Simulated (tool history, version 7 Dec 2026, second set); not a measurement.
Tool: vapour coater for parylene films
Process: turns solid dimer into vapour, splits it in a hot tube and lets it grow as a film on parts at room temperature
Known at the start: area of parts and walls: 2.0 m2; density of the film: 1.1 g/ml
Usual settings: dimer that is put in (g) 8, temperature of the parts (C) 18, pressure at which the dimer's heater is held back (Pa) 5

run	hour	dimer that is put in (g)	temperature of the parts (C)	pressure at which the dimer's heater is held back (Pa)	thickness of the film (µm)
1	0	8	18	5	2
2	13.6	8	18	5	1.99
3	27.7	8	18	5	2.01
4	43.7	8	18	5	1.99
5	60.3	8	18	5	1.95
6	75.5	8	18	5	1.98
7	89.3	8	18	5	1.97
# hour 91.2: table's thermometer calibrated
8	100.4	8	18	5	1.97
9	117.4	8	18	5	1.92
10	131.7	11	18	5	2.68
11	142.1	10	11	5	3.07
# hour 149.3: trap's valve overhauled
12	159.4	11	24	11.03	2.27
# hour 176: table's thermometer calibrated, once more
13	176.9	6	15	6.04	1.82
14	190.2	4	15	4.75	1.24
15	203.6	8	14	5	2.57
16	217.6	5	28	4.28	0.9
17	230.8	11	22	11.39	2.4
18	242.5	3	22	2.17	0.76
19	254.4	7	11	7.97	2.38
20	271	12	18	10.27	3.01

3 ways to go on from here, each from the tool as it stands after run 20. What would each give?
A	288.3	8	26	5	?
B	288.3	14	18	3.53	?
C	288.3	8	12	5	?

run	thickness of the film (µm)
A	1.56
B	3.82
C	2.72
Without the tool's hidden state the same runs would have given:
run	thickness of the film (µm)
A	1.62
B	3.97
C	2.82
